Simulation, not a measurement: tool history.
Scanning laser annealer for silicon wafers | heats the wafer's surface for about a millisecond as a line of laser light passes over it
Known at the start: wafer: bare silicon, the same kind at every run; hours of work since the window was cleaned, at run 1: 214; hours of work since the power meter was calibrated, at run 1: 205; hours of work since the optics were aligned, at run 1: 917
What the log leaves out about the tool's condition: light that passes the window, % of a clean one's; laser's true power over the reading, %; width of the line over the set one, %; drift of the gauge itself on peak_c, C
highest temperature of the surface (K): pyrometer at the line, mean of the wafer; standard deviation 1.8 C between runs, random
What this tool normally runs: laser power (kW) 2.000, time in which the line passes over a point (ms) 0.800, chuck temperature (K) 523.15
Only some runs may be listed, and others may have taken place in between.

| run | hour | laser power (kW) | time in which the line passes over a point (ms) | chuck temperature (K) | hours of work since the window was cleaned | hours of work since the power meter was calibrated | hours of work since the optics were aligned | highest temperature of the surface (K) |
|---|---|---|---|---|---|---|---|---|
| 1 | 0.0 | 2.000 | 0.800 | 523.15 | 214 | 205 | 917 | 1280.15 |
| 2 | 18.8 | 2.000 | 0.800 | 523.15 | 228 | 219 | 931 | 1276.15 |
| 3 | 36.6 | 2.000 | 0.800 | 523.15 | 241 | 232 | 944 | 1279.15 |
| 4 | 54.0 | 2.138 | 0.800 | 523.15 | 254 | 245 | 956 | 1320.15 |
| 5 | 69.5 | 2.138 | 0.800 | 520.15 | 265 | 256 | 968 | 1321.15 |
| 6 | 88.5 | 2.075 | 0.800 | 520.15 | 279 | 270 | 982 | 1294.15 |
| 7 | 107.7 | 2.075 | 0.800 | 520.15 | 293 | 284 | 996 | 1297.15 |
|  | 120.4 | optics aligned, line set to its width |
| 8 | 123.8 | 2.075 | 0.800 | 520.15 | 301 | 292 | 2 | 1301.15 |
| 9 | 141.4 | 2.000 | 0.800 | 523.15 | 314 | 305 | 15 | 1274.15 |
| 10 | 165.4 | 2.000 | 0.800 | 523.15 | 332 | 323 | 33 | 1275.15 |
| 11 | 177.0 | 2.000 | 0.800 | 523.15 | 340 | 331 | 41 | 1276.15 |
| 12 | 188.3 | 2.000 | 0.801 | 512.15 | 348 | 339 | 50 | 1261.15 |
| 13 | 208.3 | 2.015 | 0.801 | 512.15 | 363 | 354 | 64 | 1270.15 |
| 14 | 218.6 | 2.015 | 0.848 | 562.15 | 371 | 361 | 72 | 1340.15 |
| 15 | 230.1 | 2.185 | 0.830 | 517.15 | 379 | 370 | 80 | 1341.15 |
| 16 | 246.2 | 1.755 | 0.868 | 554.15 | 391 | 382 | 92 | 1245.15 |
| 17 | 257.9 | 1.947 | 0.591 | 494.15 | 399 | 390 | 101 | 1125.15 |

A few steps of highest temperature of the surface (K) between consecutive runs. Split each: what settings, incoming material and random variation would produce without the hidden state, and what is left over for the hidden state, along with gauge scatter present in only one of the two compared results (measured, and without hidden state):
Run 15 -> 16: laser power (kW) 2.185 -> 1.755, time in which the line passes over a point (ms) 0.830 -> 0.868, chuck temperature (K) 517.15 -> 554.15. highest temperature of the surface (K) -96.00: hidden state +5.00, all else -101.00.
Run 16 -> 17: laser power (kW) 1.755 -> 1.947, time in which the line passes over a point (ms) 0.868 -> 0.591, chuck temperature (K) 554.15 -> 494.15. highest temperature of the surface (K) -120.00: hidden state +2.00, all else -122.00.
